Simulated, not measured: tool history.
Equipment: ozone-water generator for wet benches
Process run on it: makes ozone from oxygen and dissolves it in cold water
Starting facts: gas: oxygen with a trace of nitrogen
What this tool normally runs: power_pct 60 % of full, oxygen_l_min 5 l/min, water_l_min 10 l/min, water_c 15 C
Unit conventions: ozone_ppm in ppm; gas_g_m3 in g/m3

run	day	power_pct	oxygen_l_min	water_l_min	water_c	ozone_ppm	gas_g_m3
1	0	60	5	10	15	17.2	147.7
2	3.058	60	5	10	15	17.3	146.6
3	6.971	60	5	10	15	17.2	145.4
4	10.346	60	5	10	15	16.9	144.5
5	13.292	60	5	10	15	17	145.6
# day 14.338: contactor cleaned
6	19.8	60	3.73	10	15	19.2	173.4
7	26.379	60	5	7	15	21.7	143.9
8	29.504	60	5	10	15	18.2	143.3
9	34.479	60	5	10	15	17.9	142.3
10	37.633	60	5	10	15	17.8	141.7
11	44.425	60	5	10	15	17.5	141.9
# day 44.742: water thermometer calibrated
12	50.808	60	5	10	15	17.7	141
13	54.783	60	5	10	15	17.6	142
14	59.875	60	5	10	15	17.4	140.8
15	64.754	60	5	10	18	16.5	138.3
16	68.538	60	5	8	18	18.3	140.9
17	74.967	60	5	10	18	16.4	138.1
18	78.192	59	4.15	7	8	25	156
19	84.25	59	4.15	7	8	25.1	154.6
20	88.504	85	4.15	7	19	24.5	190.1
21	94.346	85	4.15	7	19	24.3	188.1
22	97.392	85	4.15	7	19	23.9	185.2
23	100.817	75	3.68	10	15	19.9	188.3
24	108.05	87	8.11	10	15	17.7	119.2
25	111.267	40	4.1	9	9	16.3	124
26	118.088	40	4.1	9	9	16.4	124
27	124.338	88	3.36	10	12	22.8	214.3
28	131.558	89	5	7	15	24.2	164.4
29	137.746	89	5	7	8	27.7	165.1
30	144.296	60	2.85	6	18	23.7	191
31	147.8	46	2.8	6	18	20.4	166
32	150.975	46	2.8	6	18	20.2	167.1
33	155.6	51	5	10	15	14.6	120.2

Consider 3 possible next runs. They are alternatives, not a sequence: every one starts from the tool as it was left by run 33. What does each give?
A	162.746	94	5.02	9	15	?	?
B	162.746	77	6.14	9	15	?	?
C	162.746	56	5	14	15	?	?

run	ozone_ppm	gas_g_m3
A	21.1	165.7
B	17.7	130.3
C	12	125.2
Without the tool's unlogged condition, the same runs would have read:
run	ozone_ppm	gas_g_m3
A	29.1	215
B	23.9	164.7
C	15.5	151.8

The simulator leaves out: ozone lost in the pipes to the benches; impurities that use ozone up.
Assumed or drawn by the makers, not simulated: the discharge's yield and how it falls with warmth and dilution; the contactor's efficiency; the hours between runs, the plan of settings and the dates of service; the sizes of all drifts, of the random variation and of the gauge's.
